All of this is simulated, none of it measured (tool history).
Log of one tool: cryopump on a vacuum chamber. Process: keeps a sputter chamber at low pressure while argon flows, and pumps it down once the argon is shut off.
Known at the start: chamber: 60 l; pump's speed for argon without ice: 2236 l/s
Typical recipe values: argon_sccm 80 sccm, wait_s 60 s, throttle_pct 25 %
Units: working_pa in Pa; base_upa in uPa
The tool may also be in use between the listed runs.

run,hour,argon_sccm,wait_s,throttle_pct,working_pa,base_upa
1,0.0,80,60,25,0.2534,2.14
2,67.3,80,60,25,0.2539,2.08
3,128.9,80,60,25,0.2557,2.13
4,202.3,80,60,22,0.2901,2.24
5,257.1,80,60,22,0.2885,2.34
6,349.8,80,60,25,0.2580,2.41
7,398.0,80,60,25,0.2591,2.39
8,449.4,80,60,25,0.2606,2.49
# hour 506.7: pump warmed up, emptied and cooled again
9,532.1,80,60,25,0.2449,2.09
10,636.5,32,60,25,0.0968,2.19
11,736.4,56,60,25,0.1725,2.26
12,843.5,56,60,25,0.1724,2.35
# hour 926.4: leaking fittings of the chamber tightened, without venting
13,936.4,56,60,25,0.1723,0.97
14,1046.7,80,60,25,0.2461,1.05
15,1143.8,80,60,25,0.2489,1.11
16,1207.1,80,60,25,0.2485,1.18
17,1267.3,80,60,23,0.2692,1.17
18,1334.9,92,60,29,0.2490,1.19
19,1442.1,115,24,48,0.1942,2.52
20,1529.3,37,24,35,0.0844,2.56

What does the tool deliver on the next run?
21,1593.2,37,24,35,?,?

{"run 21": {"working_pa": 0.0852, "base_upa": 2.52}}
On a tool with no hidden condition, and with the same random variation, this run would have come out at working_pa 0.0802 Pa, base_upa 2.17 uPa.

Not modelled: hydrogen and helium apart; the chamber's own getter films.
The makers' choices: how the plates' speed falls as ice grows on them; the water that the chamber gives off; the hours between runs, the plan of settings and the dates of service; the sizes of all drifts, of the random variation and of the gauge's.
